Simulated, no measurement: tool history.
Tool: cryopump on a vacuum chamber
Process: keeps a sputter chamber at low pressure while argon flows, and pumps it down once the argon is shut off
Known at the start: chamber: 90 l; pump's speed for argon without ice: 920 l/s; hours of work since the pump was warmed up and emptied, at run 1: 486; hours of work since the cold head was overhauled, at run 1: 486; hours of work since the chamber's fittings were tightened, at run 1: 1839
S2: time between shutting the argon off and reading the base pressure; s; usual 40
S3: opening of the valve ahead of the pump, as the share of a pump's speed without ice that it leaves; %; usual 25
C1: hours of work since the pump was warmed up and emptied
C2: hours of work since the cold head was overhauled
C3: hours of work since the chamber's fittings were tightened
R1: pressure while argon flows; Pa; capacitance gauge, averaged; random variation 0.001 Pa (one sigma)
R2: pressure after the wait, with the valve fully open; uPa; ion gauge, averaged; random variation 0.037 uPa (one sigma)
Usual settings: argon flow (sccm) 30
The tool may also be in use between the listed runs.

Run 1, hour 0: usual settings; C1 486; C2 486; C3 1839. Result: R1 0.2232 Pa, R2 3.31 uPa.
Run 2, hour 18.1: usual settings; C1 494; C2 494; C3 1847. Result: R1 0.2252 Pa, R2 3.48 uPa.
Run 3, hour 49.9: usual settings; C1 508; C2 508; C3 1860. Result: R1 0.2266 Pa, R2 3.4 uPa.
Run 4, hour 91: usual settings; C1 525; C2 525; C3 1878. Result: R1 0.2265 Pa, R2 3.34 uPa.
Run 5, hour 118.1: usual settings; C1 537; C2 537; C3 1889. Result: R1 0.226 Pa, R2 3.43 uPa.
Run 6, hour 156.8: usual settings but argon flow (sccm) 37; C1 553; C2 553; C3 1906. Result: R1 0.2766 Pa, R2 3.48 uPa.
Run 7, hour 174.7: usual settings but S2 35 s; C1 561; C2 561; C3 1913. Result: R1 0.2252 Pa, R2 3.68 uPa.
Run 8, hour 211.4: usual settings but S3 26 %; C1 576; C2 576; C3 1929. Result: R1 0.2183 Pa, R2 3.42 uPa.
Run 9, hour 250.5: usual settings but S3 26 %; C1 593; C2 593; C3 1945. Result: R1 0.2175 Pa, R2 3.56 uPa.
Run 10, hour 274.7: usual settings but S3 26 %; C1 603; C2 603; C3 1956. Result: R1 0.2177 Pa, R2 3.6 uPa.
Run 11, hour 296.3: usual settings but S3 26 %; C1 612; C2 612; C3 1965. Result: R1 0.2187 Pa, R2 3.51 uPa.
Run 12, hour 321.9: usual settings but S3 26 %; C1 623; C2 623; C3 1976. Result: R1 0.2185 Pa, R2 3.6 uPa.
Run 13, hour 351.3: usual settings but argon flow (sccm) 13; C1 636; C2 636; C3 1988. Result: R1 0.0991 Pa, R2 3.53 uPa.
Run 14, hour 379.5: usual settings but argon flow (sccm) 13; C1 648; C2 648; C3 2000. Result: R1 0.0988 Pa, R2 3.5 uPa.
Run 15, hour 407.9: usual settings but argon flow (sccm) 13; C1 660; C2 660; C3 2012. Result: R1 0.098 Pa, R2 3.61 uPa.
Run 16, hour 451.4: usual settings but argon flow (sccm) 13; C1 678; C2 678; C3 2031. Result: R1 0.0985 Pa, R2 3.64 uPa.
Run 17, hour 493.2: usual settings but argon flow (sccm) 13; C1 696; C2 696; C3 2049. Result: R1 0.0979 Pa, R2 3.57 uPa.
Run 18, hour 531.6: usual settings but argon flow (sccm) 13, S3 24 %; C1 713; C2 713; C3 2065. Result: R1 0.1038 Pa, R2 3.73 uPa.
Run 19, hour 550.6: usual settings but argon flow (sccm) 13, S3 24 %; C1 721; C2 721; C3 2073. Result: R1 0.1028 Pa, R2 3.56 uPa.
Run 20, hour 570.5: usual settings but argon flow (sccm) 15, S3 20 %; C1 729; C2 729; C3 2082. Result: R1 0.1431 Pa, R2 3.56 uPa.
Run 21, hour 595.9: usual settings but argon flow (sccm) 27, S2 37 s, S3 41 %; C1 740; C2 740; C3 2092. Result: R1 0.1284 Pa, R2 3.97 uPa.
Run 22, hour 631.6: usual settings but argon flow (sccm) 27, S2 37 s, S3 41 %; C1 755; C2 755; C3 2108. Result: R1 0.1293 Pa, R2 3.84 uPa.
Run 23, hour 658: usual settings but argon flow (sccm) 52, S2 83 s, S3 37 %; C1 766; C2 766; C3 2119. Result: R1 0.2717 Pa, R2 2.84 uPa.
Run 24, hour 698.8: usual settings but argon flow (sccm) 52, S2 83 s, S3 37 %; C1 784; C2 784; C3 2136. Result: R1 0.2735 Pa, R2 2.84 uPa.
Run 25, hour 740.1: usual settings but argon flow (sccm) 16, S2 83 s, S3 37 %; C1 801; C2 801; C3 2154. Result: R1 0.085 Pa, R2 2.87 uPa.
Run 26, hour 763.3: usual settings but argon flow (sccm) 16, S2 83 s, S3 37 %; C1 811; C2 811; C3 2164. Result: R1 0.0846 Pa, R2 2.87 uPa.
Run 27, hour 799.9: usual settings but S2 234 s, S3 17 %; C1 827; C2 827; C3 2179. Result: R1 0.3325 Pa, R2 2.32 uPa.
Run 28, hour 821.3: usual settings but argon flow (sccm) 37, S2 166 s, S3 43 %; C1 836; C2 836; C3 2188. Result: R1 0.1694 Pa, R2 2.47 uPa.
Run 29, hour 850.7: usual settings but argon flow (sccm) 37, S2 113 s, S3 43 %; C1 848; C2 848; C3 2201. Result: R1 0.1717 Pa, R2 2.69 uPa.
Run 30, hour 891.7: usual settings but argon flow (sccm) 45, S2 113 s, S3 37 %; C1 866; C2 866; C3 2218. Result: R1 0.2385 Pa, R2 2.66 uPa.
Run 31, hour 918.8: usual settings but argon flow (sccm) 45, S2 113 s, S3 37 %; C1 877; C2 877; C3 2230. Result: R1 0.2393 Pa, R2 2.66 uPa.
Run 32, hour 954.8: usual settings but argon flow (sccm) 23, S2 179 s, S3 54 %; C1 893; C2 893; C3 2245. Result: R1 0.0868 Pa, R2 2.47 uPa.

Run 33 comes next. What will it give?
Run 33, hour 986.5: usual settings but argon flow (sccm) 24, S2 58 s, S3 26 %; C1 906; C2 906; C3 2259. Result: R1 ?, R2 ?.

Run 33 gave R1 0.1787 Pa, R2 3.29 uPa.
Without the tool's hidden state the same run would have given R1 0.1702 Pa, R2 1.51 uPa.

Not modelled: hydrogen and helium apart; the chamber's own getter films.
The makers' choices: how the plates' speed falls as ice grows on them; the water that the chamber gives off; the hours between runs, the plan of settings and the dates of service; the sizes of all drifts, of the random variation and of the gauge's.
